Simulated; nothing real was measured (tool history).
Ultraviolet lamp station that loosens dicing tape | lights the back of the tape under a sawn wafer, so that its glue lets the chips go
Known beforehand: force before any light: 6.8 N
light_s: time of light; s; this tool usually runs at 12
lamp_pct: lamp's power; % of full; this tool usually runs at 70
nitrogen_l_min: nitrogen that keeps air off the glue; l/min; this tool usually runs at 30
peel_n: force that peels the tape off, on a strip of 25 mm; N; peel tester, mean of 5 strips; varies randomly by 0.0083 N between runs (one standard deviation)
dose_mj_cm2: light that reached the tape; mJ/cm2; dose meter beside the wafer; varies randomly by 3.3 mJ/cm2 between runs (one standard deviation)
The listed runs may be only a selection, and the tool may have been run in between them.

| run | hour | light_s | lamp_pct | nitrogen_l_min | peel_n | dose_mj_cm2 |
|---|---|---|---|---|---|---|
| 1 | 0 | 12 | 70 | 30 | 0.581 | 393 |
| 2 | 53 | 12 | 70 | 30 | 0.576 | 387 |
| 3 | 90.8 | 12 | 65 | 30 | 0.685 | 360 |
| 4 | 114.6 | 12 | 65 | 30 | 0.69 | 353 |
| 5 | 144.5 | 12 | 88 | 30 | 0.39 | 477 |
| 6 | 200 | 12 | 70 | 41 | 0.568 | 383 |
| 7 | 225.8 | 12 | 70 | 41 | 0.579 | 372 |
|  | 271.7 | window cleaned of glue's vapour |
| 8 | 277.4 | 12 | 70 | 30 | 0.714 | 357 |
| 9 | 308 | 12 | 70 | 30 | 0.685 | 347 |
| 10 | 362.7 | 12 | 70 | 30 | 0.718 | 345 |
|  | 406.2 | window cleaned of glue's vapour, once more |
| 11 | 409.3 | 12 | 70 | 30 | 0.629 | 385 |
| 12 | 467.3 | 12 | 70 | 30 | 0.626 | 378 |
| 13 | 524.8 | 12 | 84 | 30 | 0.442 | 447 |
| 14 | 548.9 | 12 | 84 | 30 | 0.443 | 440 |
| 15 | 572.9 | 12 | 84 | 30 | 0.46 | 441 |
| 16 | 619.4 | 12 | 84 | 30 | 0.459 | 436 |
| 17 | 660.6 | 12 | 84 | 30 | 0.485 | 427 |
| 18 | 707 | 12 | 84 | 30 | 0.468 | 426 |
| 19 | 756.9 | 12 | 84 | 30 | 0.49 | 424 |
| 20 | 795 | 8 | 67 | 30 | 1.551 | 222 |
| 21 | 831.9 | 13 | 96 | 29 | 0.345 | 516 |
| 22 | 876.4 | 13 | 96 | 29 | 0.339 | 504 |
| 23 | 901.6 | 20 | 64 | 15 | 0.439 | 522 |
| 24 | 954.1 | 16 | 93 | 32 | 0.253 | 596 |
| 25 | 989.6 | 16 | 93 | 32 | 0.25 | 584 |
| 26 | 1031.6 | 16 | 93 | 32 | 0.244 | 585 |
| 27 | 1068.3 | 16 | 93 | 32 | 0.258 | 579 |
| 28 | 1119.3 | 16 | 93 | 32 | 0.27 | 578 |
| 29 | 1147.8 | 12 | 70 | 29 | 0.889 | 324 |
| 30 | 1194 | 12 | 70 | 29 | 0.896 | 315 |
| 31 | 1246.8 | 8 | 70 | 20 | 1.936 | 210 |
| 32 | 1277.5 | 13 | 73 | 11 | 1.047 | 352 |
| 33 | 1332.8 | 13 | 99 | 24 | 0.451 | 469 |
| 34 | 1363.6 | 15 | 98 | 46 | 0.271 | 529 |
|  | 1382.6 | window cleaned of glue's vapour |
| 35 | 1421.2 | 21 | 98 | 11 | 0.244 | 778 |

Measured minus without-hidden-state, run by run (identical run-to-run variation in each term; gauge scatter may differ):
Hidden conditions of the tool in this case: lamp's light, % of a new lamp's; light that the window lets through, % of a clean one's; drift of the gauge itself on peel_n, %; drift of the gauge itself on dose_mj_cm2, %.
| run | peel_n | dose_mj_cm2 |
|---|---|---|
| 1 | +0.244 | -119 |
| 2 | +0.248 | -124 |
| 3 | +0.307 | -119 |
| 4 | +0.311 | -120 |
| 5 | +0.159 | -165 |
| 6 | +0.263 | -138 |
| 7 | +0.275 | -138 |
| 8 | +0.376 | -161 |
| 9 | +0.372 | -160 |
| 10 | +0.398 | -168 |
| 11 | +0.285 | -131 |
| 12 | +0.293 | -136 |
| 13 | +0.201 | -168 |
| 14 | +0.204 | -169 |
| 15 | +0.216 | -173 |
| 16 | +0.221 | -177 |
| 17 | +0.235 | -181 |
| 18 | +0.235 | -188 |
| 19 | +0.25 | -192 |
| 20 | +0.727 | -103 |
| 21 | +0.156 | -248 |
| 22 | +0.156 | -250 |
| 23 | +0.234 | -265 |
| 24 | +0.087 | -311 |
| 25 | +0.089 | -314 |
| 26 | +0.093 | -323 |
| 27 | +0.099 | -328 |
| 28 | +0.106 | -339 |
| 29 | +0.539 | -193 |
| 30 | +0.553 | -197 |
| 31 | +1.03 | -135 |
| 32 | +0.655 | -228 |
| 33 | +0.263 | -320 |
| 34 | +0.113 | -365 |
| 35 | +0.083 | -481 |

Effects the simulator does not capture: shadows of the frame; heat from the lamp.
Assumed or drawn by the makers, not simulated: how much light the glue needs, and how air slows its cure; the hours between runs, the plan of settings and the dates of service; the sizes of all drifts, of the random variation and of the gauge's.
